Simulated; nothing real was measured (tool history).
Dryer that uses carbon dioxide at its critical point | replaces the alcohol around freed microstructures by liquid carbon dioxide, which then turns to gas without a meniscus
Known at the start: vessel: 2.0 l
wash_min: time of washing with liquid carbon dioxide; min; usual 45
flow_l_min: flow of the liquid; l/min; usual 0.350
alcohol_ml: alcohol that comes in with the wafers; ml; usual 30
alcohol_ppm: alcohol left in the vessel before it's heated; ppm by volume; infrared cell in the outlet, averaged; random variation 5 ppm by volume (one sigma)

run,hour,wash_min,flow_l_min,alcohol_ml,alcohol_ppm
1,0.0,45,0.350,30,43
2,8.8,45,0.350,30,37
3,18.4,45,0.350,48,62
4,23.9,45,0.350,48,58
5,31.6,45,0.350,48,65
6,42.0,45,0.350,48,61
7,48.0,45,0.350,48,66
8,52.9,45,0.350,48,75
9,61.4,45,0.350,48,74
10,69.7,44,0.313,48,125
11,81.3,44,0.313,48,126
12,87.4,44,0.313,48,145
13,98.8,44,0.313,48,127

Measured less the same run without the tool's hidden state. The same run-to-run variation is in both; the gauge's scatter may not be:
The hidden state here: flow that reaches the vessel past the clogged filter, %; alcohol in the recycled carbon dioxide, ppm; drift of the gauge itself on alcohol_ppm, %.
run,alcohol_ppm
1,+15
2,+17
3,+18
4,+19
5,+19
6,+20
7,+21
8,+21
9,+22
10,+30
11,+32
12,+33
13,+34
